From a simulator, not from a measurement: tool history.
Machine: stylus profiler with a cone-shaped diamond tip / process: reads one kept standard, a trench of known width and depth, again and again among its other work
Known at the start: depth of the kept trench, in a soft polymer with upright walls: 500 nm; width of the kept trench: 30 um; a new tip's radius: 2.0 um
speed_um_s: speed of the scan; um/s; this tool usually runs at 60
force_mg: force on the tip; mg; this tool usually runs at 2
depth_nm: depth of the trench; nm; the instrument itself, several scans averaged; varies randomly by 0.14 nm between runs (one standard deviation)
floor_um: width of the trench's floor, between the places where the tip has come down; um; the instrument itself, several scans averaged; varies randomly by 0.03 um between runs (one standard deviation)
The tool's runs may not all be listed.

run 1 day=0 | speed_um_s=60 force_mg=2 | depth_nm=506.77 floor_um=26.97
run 2 day=1.067 | speed_um_s=60 force_mg=2 | depth_nm=506.83 floor_um=26.97
run 3 day=1.704 | speed_um_s=60 force_mg=2 | depth_nm=506.59 floor_um=26.98
run 4 day=2.621 | speed_um_s=60 force_mg=2 | depth_nm=506.45 floor_um=26.91
run 5 day=3.629 | speed_um_s=60 force_mg=2 | depth_nm=506.99 floor_um=26.91
run 6 day=4.408 | speed_um_s=60 force_mg=1.35 | depth_nm=505.69 floor_um=26.87
run 7 day=5.288 | speed_um_s=60 force_mg=2 | depth_nm=506.73 floor_um=26.97
run 8 day=6.429 | speed_um_s=60 force_mg=2 | depth_nm=506.83 floor_um=26.95
run 9 day=7.158 | speed_um_s=60 force_mg=2 | depth_nm=507.23 floor_um=26.9
run 10 day=8.346 | speed_um_s=60 force_mg=2 | depth_nm=506.92 floor_um=26.9
run 11 day=9.288 | speed_um_s=19 force_mg=2 | depth_nm=507.05 floor_um=27.06
run 12 day=10.321 | speed_um_s=60 force_mg=2 | depth_nm=507.21 floor_um=26.86
run 13 day=11.533 | speed_um_s=60 force_mg=2 | depth_nm=507.38 floor_um=26.85
run 14 day=12.458 | speed_um_s=60 force_mg=2 | depth_nm=506.9 floor_um=26.92
run 15 day=13.633 | speed_um_s=60 force_mg=2 | depth_nm=507.24 floor_um=26.94
run 16 day=14.358 | speed_um_s=60 force_mg=2 | depth_nm=506.93 floor_um=26.84
run 17 day=15.371 | speed_um_s=60 force_mg=2 | depth_nm=507.12 floor_um=26.88
run 18 day=16.092 | speed_um_s=110 force_mg=2 | depth_nm=507.42 floor_um=26.67
run 19 day=16.712 | speed_um_s=110 force_mg=2 | depth_nm=507.56 floor_um=26.67
run 20 day=17.838 | speed_um_s=110 force_mg=2 | depth_nm=507.36 floor_um=26.66
run 21 day=18.475 | speed_um_s=110 force_mg=2 | depth_nm=507.49 floor_um=26.62
run 22 day=19.367 | speed_um_s=22 force_mg=2 | depth_nm=507.31 floor_um=27.03
run 23 day=20.008 | speed_um_s=22 force_mg=2 | depth_nm=507.36 floor_um=26.99
-- day=20.092 height scale calibrated on a step standard
run 24 day=21.021 | speed_um_s=22 force_mg=2 | depth_nm=508.13 floor_um=26.97
run 25 day=21.958 | speed_um_s=22 force_mg=1.49 | depth_nm=507.19 floor_um=26.99
run 26 day=22.958 | speed_um_s=22 force_mg=1.49 | depth_nm=507.01 floor_um=27
run 27 day=24.004 | speed_um_s=22 force_mg=1.49 | depth_nm=507.18 floor_um=26.92
-- day=24.975 height scale calibrated on a step standard, once more
run 28 day=25.033 | speed_um_s=88 force_mg=3.57 | depth_nm=508.62 floor_um=26.8
run 29 day=26.325 | speed_um_s=23 force_mg=0.99 | depth_nm=503.74 floor_um=26.91
run 30 day=27.238 | speed_um_s=32 force_mg=4.87 | depth_nm=511.01 floor_um=26.95
run 31 day=27.838 | speed_um_s=18 force_mg=2.96 | depth_nm=507.75 floor_um=26.95
run 32 day=28.4 | speed_um_s=23 force_mg=4.71 | depth_nm=510.89 floor_um=26.98
run 33 day=29.704 | speed_um_s=23 force_mg=4.71 | depth_nm=510.88 floor_um=26.95
run 34 day=30.354 | speed_um_s=19 force_mg=0.88 | depth_nm=503.68 floor_um=26.89
run 35 day=31.121 | speed_um_s=148 force_mg=1.19 | depth_nm=504.5 floor_um=26.18
run 36 day=31.708 | speed_um_s=63 force_mg=3.98 | depth_nm=509.55 floor_um=26.85
run 37 day=32.408 | speed_um_s=28 force_mg=2.13 | depth_nm=506.36 floor_um=26.88
run 38 day=33.083 | speed_um_s=131 force_mg=1.34 | depth_nm=504.59 floor_um=26.27
run 39 day=33.925 | speed_um_s=78 force_mg=0.87 | depth_nm=503.87 floor_um=26.51
run 40 day=34.742 | speed_um_s=198 force_mg=5.64 | depth_nm=512.67 floor_um=26.49
run 41 day=35.688 | speed_um_s=140 force_mg=1.49 | depth_nm=504.96 floor_um=26.33
run 42 day=36.596 | speed_um_s=140 force_mg=1.49 | depth_nm=505.32 floor_um=26.35
run 43 day=37.662 | speed_um_s=47 force_mg=3.71 | depth_nm=509.42 floor_um=26.8
run 44 day=38.454 | speed_um_s=47 force_mg=3.71 | depth_nm=509.45 floor_um=26.81
run 45 day=39.442 | speed_um_s=140 force_mg=0.97 | depth_nm=504.33 floor_um=26.11
run 46 day=40.608 | speed_um_s=16 force_mg=1.98 | depth_nm=506.37 floor_um=26.87

Branching from run 46: 3 alternative next runs. What would each branch give?
run A day=41.362 | speed_um_s=47 force_mg=1.98 | depth_nm=? floor_um=?
run B day=41.362 | speed_um_s=20 force_mg=4.21 | depth_nm=? floor_um=?
run C day=41.362 | speed_um_s=69 force_mg=0.78 | depth_nm=? floor_um=?

run=A depth_nm=506.65 floor_um=26.76
run=B depth_nm=510.1 floor_um=26.9
run=C depth_nm=503.77 floor_um=26.52
What these runs would have given with no unlogged condition in the tool:
run=A depth_nm=506.11 floor_um=27.16
run=B depth_nm=509.54 floor_um=27.3
run=C depth_nm=503.23 floor_um=26.92

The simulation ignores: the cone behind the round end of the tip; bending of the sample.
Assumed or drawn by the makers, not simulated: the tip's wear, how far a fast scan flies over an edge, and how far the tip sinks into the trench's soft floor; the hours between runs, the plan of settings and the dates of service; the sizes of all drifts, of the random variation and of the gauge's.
